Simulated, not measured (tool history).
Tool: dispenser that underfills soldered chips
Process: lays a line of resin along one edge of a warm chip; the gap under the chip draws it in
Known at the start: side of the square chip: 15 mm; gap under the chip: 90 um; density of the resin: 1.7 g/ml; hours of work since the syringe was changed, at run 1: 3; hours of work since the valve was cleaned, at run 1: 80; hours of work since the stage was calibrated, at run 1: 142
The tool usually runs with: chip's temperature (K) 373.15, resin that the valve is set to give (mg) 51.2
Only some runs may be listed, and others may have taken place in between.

run    day  chip's temperature (K)  resin that the valve is set to give (mg)  hours of work since the syringe was changed  hours of work since the valve was cleaned  hours of work since the stage was calibrated  time until the resin shows at the far edge (s)  resin that the valve gave (mg)
  1  0.000                  373.15                                      51.2                                            3                                         80                                           142                                           156.9                           48.60
     0.196  -- new syringe of resin
  2  0.350                  373.15                                      51.2                                            2                                         85                                           147                                           149.3                           47.69
     0.575  -- new syringe of resin
  3  0.617                  373.15                                      51.2                                            1                                         88                                           151                                           132.2                           47.77
  4  0.812                  373.15                                      51.2                                            4                                         91                                           154                                           157.4                           47.84
     0.971  -- new syringe of resin
  5  1.146                  373.15                                      50.9                                            3                                         96                                           158                                           150.9                           47.23
     1.358  -- new syringe of resin
  6  1.492                  373.15                                      50.9                                            2                                        101                                           163                                           141.9                           46.85
  7  1.638                  373.15                                      45.6                                            4                                        103                                           166                                           172.3                           41.99
     1.738  -- new syringe of resin
  8  1.917                  360.15                                      47.9                                            3                                        107                                           169                                           263.2                           43.97
     2.108  -- new syringe of resin
  9  2.108                  362.15                                      45.9                                            0                                        110                                           172                                           209.1                           41.95
 10  2.446                  385.15                                      50.6                                            5                                        115                                           177                                           111.6                           46.13
     2.500  -- new syringe of resin
     2.567  -- dispensing valve cleaned and set on the balance
 11  2.725                  382.15                                      55.4                                            3                                          2                                           181                                           104.6                           55.44
 12  2.896                  382.15                                      55.4                                            5                                          5                                           183                                           123.8                           55.17

Alternative continuations, all from the tool just after run 12; predict every row:
     2.938  -- new syringe of resin
  A  3.092                  385.15                                      59.3                                            2                                          8                                           186                                               ?                               ?
     2.938  -- new syringe of resin
  B  3.092                  363.15                                      57.8                                            2                                          8                                           186                                               ?                               ?
     2.938  -- new syringe of resin
  C  3.092                  382.15                                      59.6                                            2                                          8                                           186                                               ?                               ?
     2.938  -- new syringe of resin
  D  3.092                  360.15                                      51.2                                            2                                          8                                           186                                               ?                               ?
     2.938  -- new syringe of resin
  E  3.092                  362.15                                      51.1                                            2                                          8                                           186                                               ?                               ?

run  time until the resin shows at the far edge (s)  resin that the valve gave (mg)
  A                                            89.5                           58.76
  B                                           214.0                           57.61
  C                                            97.3                           59.61
  D                                           242.0                           50.63
  E                                           220.5                           50.74
With no hidden state in the tool, these same runs would have given:
run  time until the resin shows at the far edge (s)  resin that the valve gave (mg)
  A                                            83.7                           59.05
  B                                           201.4                           57.90
  C                                            91.0                           59.90
  D                                           227.9                           50.88
  E                                           207.6                           50.99
